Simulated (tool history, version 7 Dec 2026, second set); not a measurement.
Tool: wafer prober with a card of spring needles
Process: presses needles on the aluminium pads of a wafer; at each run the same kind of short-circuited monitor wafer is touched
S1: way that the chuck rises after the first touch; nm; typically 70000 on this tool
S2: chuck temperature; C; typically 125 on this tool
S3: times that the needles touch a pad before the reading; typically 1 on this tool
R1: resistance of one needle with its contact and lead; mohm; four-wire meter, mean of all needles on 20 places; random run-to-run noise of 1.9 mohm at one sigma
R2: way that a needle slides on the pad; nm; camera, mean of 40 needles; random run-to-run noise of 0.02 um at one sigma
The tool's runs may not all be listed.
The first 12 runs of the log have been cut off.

run	hour	S1	S2	S3	R1	R2
13	76.7	70000	44	1	201	15810
14	80.7	70000	44	1	202	15790
# hour 81.4: tips cleaned on abrasive film
15	86.5	70000	44	1	196	15800
16	95.3	70000	44	1	200	15800
# hour 101.6: tips cleaned on abrasive film
17	101.6	70000	44	1	182	15770
18	108.3	59000	125	3	206	13270
19	116.9	51000	71	2	208	11450
# hour 121.6: tips cleaned on abrasive film
20	121.6	72000	50	2	186	16250
21	129	72000	50	2	191	16180
22	138.5	76000	44	1	197	17150
# hour 141.7: tips cleaned on abrasive film
23	147.4	73000	32	2	188	16410
24	156.2	51000	125	1	232	11430
# hour 161.4: tips cleaned on abrasive film
25	161.4	66000	122	1	202	14830
26	170.6	67000	62	2	195	15040
27	177.6	67000	62	2	196	15060
# hour 181.8: tips cleaned on abrasive film
28	186.7	78000	90	1	195	17530
29	190.6	70000	41	2	189	15700
30	199.6	70000	41	2	195	15690
# hour 202.1: tips cleaned on abrasive film
31	205.8	67000	70	2	197	15030
32	210.5	80000	36	1	194	17950
33	219.5	80000	36	1	196	17940
# hour 221.9: tips cleaned on abrasive film
34	225.6	53000	34	2	193	11820

Below are 5 alternative next runs, each starting from the tool's condition after run 34. Predict each:
A	232.8	53000	121	1	?	?
B	232.8	78000	33	3	?	?
C	232.8	55000	60	1	?	?
D	232.8	70000	61	2	?	?
E	232.8	78000	29	1	?	?

run	R1	R2
A	225	11840
B	186	17490
C	214	12260
D	197	15660
E	195	17490
Had the tool no hidden state, the same runs would have come out as:
run	R1	R2
A	202	12020
B	180	17680
C	190	12440
D	187	15850
E	181	17680

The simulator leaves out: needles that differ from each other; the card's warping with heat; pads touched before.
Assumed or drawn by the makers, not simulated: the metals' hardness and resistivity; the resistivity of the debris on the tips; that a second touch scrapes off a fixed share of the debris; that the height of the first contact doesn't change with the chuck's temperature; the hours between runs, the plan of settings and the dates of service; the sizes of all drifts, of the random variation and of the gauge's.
